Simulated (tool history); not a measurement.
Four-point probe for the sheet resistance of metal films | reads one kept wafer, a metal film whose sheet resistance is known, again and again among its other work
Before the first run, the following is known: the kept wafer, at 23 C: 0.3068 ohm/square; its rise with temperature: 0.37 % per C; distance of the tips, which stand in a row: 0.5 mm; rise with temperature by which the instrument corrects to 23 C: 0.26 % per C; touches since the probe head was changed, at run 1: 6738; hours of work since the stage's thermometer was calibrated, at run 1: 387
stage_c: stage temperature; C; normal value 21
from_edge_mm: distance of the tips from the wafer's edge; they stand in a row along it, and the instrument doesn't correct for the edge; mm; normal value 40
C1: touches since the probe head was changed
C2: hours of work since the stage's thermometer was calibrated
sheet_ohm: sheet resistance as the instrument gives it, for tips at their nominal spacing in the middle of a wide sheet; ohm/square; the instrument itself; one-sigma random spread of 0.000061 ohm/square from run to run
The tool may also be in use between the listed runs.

Run 1, day 0.000: usual settings; C1 6738; C2 387. Result: sheet_ohm 0.305004 ohm/square.
Run 2, day 0.646: usual settings; C1 7173; C2 395. Result: sheet_ohm 0.305060 ohm/square.
Run 3, day 1.167: usual settings but from_edge_mm 7 mm; C1 7522; C2 401. Result: sheet_ohm 0.305733 ohm/square.
Run 4, day 1.621: usual settings but from_edge_mm 19 mm; C1 7827; C2 406. Result: sheet_ohm 0.304959 ohm/square.
Run 5, day 2.279: usual settings but from_edge_mm 50 mm; C1 8270; C2 414. Result: sheet_ohm 0.304819 ohm/square.
Run 6, day 2.575: usual settings but from_edge_mm 50 mm; C1 8469; C2 418. Result: sheet_ohm 0.304955 ohm/square.
Run 7, day 2.912: usual settings but stage_c 28 C; C1 8695; C2 422. Result: sheet_ohm 0.307208 ohm/square.
Run 8, day 3.496: usual settings but stage_c 28 C; C1 9086; C2 429. Result: sheet_ohm 0.307281 ohm/square.
Run 9, day 3.788: usual settings but stage_c 18 C; C1 9284; C2 432. Result: sheet_ohm 0.303901 ohm/square.
Run 10, day 4.238: usual settings; C1 9586; C2 437. Result: sheet_ohm 0.304890 ohm/square.
Run 11, day 4.892: usual settings but from_edge_mm 11 mm; C1 10026; C2 445. Result: sheet_ohm 0.305400 ohm/square.
Run 12, day 5.283: usual settings but from_edge_mm 5 mm; C1 10289; C2 450. Result: sheet_ohm 0.306546 ohm/square.
Run 13, day 5.808: usual settings but stage_c 31 C, from_edge_mm 5 mm; C1 10641; C2 456. Result: sheet_ohm 0.309915 ohm/square.
Run 14, day 6.421: usual settings but stage_c 31 C, from_edge_mm 5 mm; C1 11053; C2 463. Result: sheet_ohm 0.309890 ohm/square.
Run 15, day 6.742: usual settings but stage_c 31 C, from_edge_mm 5 mm; C1 11269; C2 467. Result: sheet_ohm 0.309955 ohm/square.
Run 16, day 7.088: usual settings but stage_c 31 C, from_edge_mm 5 mm; C1 11500; C2 471. Result: sheet_ohm 0.309865 ohm/square.
Run 17, day 7.412: usual settings but stage_c 31 C, from_edge_mm 5 mm; C1 11719; C2 475. Result: sheet_ohm 0.309781 ohm/square.
Run 18, day 7.975: usual settings but stage_c 31 C, from_edge_mm 5 mm; C1 12096; C2 482. Result: sheet_ohm 0.309872 ohm/square.
Run 19, day 8.379: usual settings but stage_c 31 C, from_edge_mm 5 mm; C1 12370; C2 487. Result: sheet_ohm 0.309862 ohm/square.
Run 20, day 9.046: usual settings but stage_c 31 C, from_edge_mm 5 mm; C1 12818; C2 495. Result: sheet_ohm 0.309781 ohm/square.
Run 21, day 9.562: usual settings but stage_c 31 C, from_edge_mm 5 mm; C1 13163; C2 501. Result: sheet_ohm 0.309864 ohm/square.
Run 22, day 10.158: usual settings; C1 13564; C2 508. Result: sheet_ohm 0.304946 ohm/square.
Run 23, day 10.779: usual settings; C1 13982; C2 515. Result: sheet_ohm 0.304767 ohm/square.
Run 24, day 11.238: usual settings but from_edge_mm 9 mm; C1 14289; C2 521. Result: sheet_ohm 0.305248 ohm/square.
Run 25, day 11.754: usual settings but from_edge_mm 9 mm; C1 14638; C2 527. Result: sheet_ohm 0.305257 ohm/square.
At day 11.821: stage's thermometer calibrated.
Run 26, day 12.242: usual settings but from_edge_mm 15 mm; C1 14950; C2 5. Result: sheet_ohm 0.304853 ohm/square.
Run 27, day 12.942: usual settings but stage_c 29 C; C1 15420; C2 13. Result: sheet_ohm 0.307508 ohm/square.
Run 28, day 13.308: usual settings but stage_c 20 C, from_edge_mm 39 mm; C1 15667; C2 18. Result: sheet_ohm 0.304487 ohm/square.
Run 29, day 13.625: usual settings but from_edge_mm 31 mm; C1 15880; C2 21. Result: sheet_ohm 0.304769 ohm/square.
At day 13.733: stage's thermometer calibrated, once more.
Run 30, day 13.946: usual settings but from_edge_mm 31 mm; C1 16082; C2 3. Result: sheet_ohm 0.304838 ohm/square.
Run 31, day 14.275: usual settings but from_edge_mm 31 mm; C1 16301; C2 6. Result: sheet_ohm 0.304831 ohm/square.
Run 32, day 14.700: usual settings but from_edge_mm 31 mm; C1 16589; C2 12. Result: sheet_ohm 0.304946 ohm/square.
Run 33, day 15.333: usual settings but stage_c 20 C, from_edge_mm 3 mm; C1 17015; C2 19. Result: sheet_ohm 0.309075 ohm/square.
Run 34, day 15.712: usual settings but stage_c 29 C, from_edge_mm 48 mm; C1 17268; C2 24. Result: sheet_ohm 0.307463 ohm/square.

What does the tool deliver on the next run?
Run 35, day 16.079: usual settings but stage_c 26 C; C1 17516; C2 28. Result: sheet_ohm ?.

sheet_ohm: 0.306553 ohm/square
Take away the tool's hidden state, keep the run-to-run variation as it was, and the same run would have given sheet_ohm 0.307846 ohm/square.
